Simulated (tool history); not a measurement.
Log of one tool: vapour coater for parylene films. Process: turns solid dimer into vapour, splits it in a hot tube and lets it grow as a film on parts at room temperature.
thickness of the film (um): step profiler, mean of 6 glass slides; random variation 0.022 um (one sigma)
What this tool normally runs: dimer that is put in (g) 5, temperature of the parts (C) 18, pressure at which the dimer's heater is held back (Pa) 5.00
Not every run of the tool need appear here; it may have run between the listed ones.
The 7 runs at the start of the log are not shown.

run	day	dimer that is put in (g)	temperature of the parts (C)	pressure at which the dimer's heater is held back (Pa)	thickness of the film (um)
8	7.983	5	18	6.16	3.55
9	9.017	5	18	6.16	3.56
10	10.238	2	18	5.00	1.47
11	11.700	2	18	5.00	1.47
12	12.492	2	18	5.00	1.48
13	13.796	3	18	5.00	2.20
14	14.771	4	18	5.00	2.97
# day 16.112: trap's valve overhauled
15	16.504	4	18	5.00	3.16
16	18.117	4	16	2.39	4.00
17	19.508	4	16	2.39	3.95
18	20.954	5	21	2.34	4.13
19	22.292	3	15	4.17	2.69
20	23.550	3	15	4.17	2.71
21	25.021	5	16	5.00	4.20
22	26.554	8	16	5.00	6.65
23	28.112	5	22	4.69	3.37
24	29.738	5	24	9.12	2.74
25	31.208	3	28	6.85	1.53
26	32.196	3	20	11.23	1.84
27	33.108	7	27	5.00	3.91

Run 28, settings as shown, results not yet in. Your forecast:
28	34.129	7	27	5.00	?

thickness of the film (um): 3.85
If the tool had no hidden condition, the same run with the same run-to-run variation would have returned thickness of the film (um) 3.89.
